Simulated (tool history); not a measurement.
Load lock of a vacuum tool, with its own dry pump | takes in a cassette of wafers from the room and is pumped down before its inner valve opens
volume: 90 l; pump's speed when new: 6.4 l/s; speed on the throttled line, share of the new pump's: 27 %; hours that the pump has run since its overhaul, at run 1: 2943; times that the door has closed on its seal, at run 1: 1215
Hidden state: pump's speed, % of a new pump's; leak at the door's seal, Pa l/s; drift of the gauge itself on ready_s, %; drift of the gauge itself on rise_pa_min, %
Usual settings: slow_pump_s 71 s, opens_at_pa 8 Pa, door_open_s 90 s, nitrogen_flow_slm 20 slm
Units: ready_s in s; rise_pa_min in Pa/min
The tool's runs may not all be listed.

run	hour	slow_pump_s	opens_at_pa	door_open_s	nitrogen_flow_slm	hours that the pump has run since its overhaul	times that the door has closed on its seal	incoming humidity of the room's air, %	ready_s	rise_pa_min
1	0	71	8	90	20	2943	1215	44.8	187.1	0.034
2	51.3	71	8	90	20	2995	1455	44.6	186.9	0.026
3	115.5	71	8	90	20	3059	1756	43.7	188	0.038
4	216	71	8	90	13	3159	2226	43.3	187.6	0.04
5	315.5	71	8	90	13	3259	2691	44.4	187.6	0.05
6	396.9	71	8	90	13	3340	3072	44.5	188.5	0.05
7	456.8	71	8	90	21	3400	3352	42.9	187	0.041
8	555.4	71	8	90	12	3499	3813	45.7	188.6	0.051
9	600.5	71	8	90	33	3544	4024	43.8	189.7	0.044
10	661.6	71	10	90	20	3605	4310	46.3	185.1	0.05
11	758	71	8	90	20	3701	4761	43.5	188.4	0.049
12	851.9	71	8	90	20	3795	5200	43.3	186.9	0.056
13	939.4	71	8	90	20	3883	5609	43.5	186.6	0.058
14	995.8	71	8	90	20	3939	5873	46.1	188.1	0.06
15	1047.5	122	8	90	20	3991	6115	46.8	225.8	0.062
16	1098.4	122	8	90	20	4042	6353	44.2	226.5	0.059
17	1159.6	77	8	90	20	4103	6639	46.5	190.7	0.066
18	1221	77	8	90	20	4164	6926	46.2	192.6	0.064
19	1314.7	77	8	90	20	4258	7365	44.2	192	0.072
20	1384.6	38	7	156	20	4328	7692	45.6	167.7	0.086
21	1431.8	38	7	156	20	4375	7912	45.8	166.6	0.094
22	1476.3	64	8	148	28	4420	8121	46	184.2	0.083
23	1558.1	108	10	148	28	4501	8503	42.8	209.5	0.086
24	1600.2	108	10	148	28	4544	8700	44.3	212.2	0.079
25	1650.5	46	14	148	29	4594	8935	42.2	161	0.082
26	1725.4	46	14	148	29	4669	9286	47.1	161.8	0.087
27	1798	69	8	228	6	4741	9625	41.6	188.6	0.153

Forecast run 28:
28	1895.1	71	7	90	20	4838	10079	43.3	?	?

Run 28 gave ready_s 190.2 s, rise_pa_min 0.089 Pa/min.
Without the tool's hidden state the same run would have given ready_s 188.1 s, rise_pa_min 0.026 Pa/min.
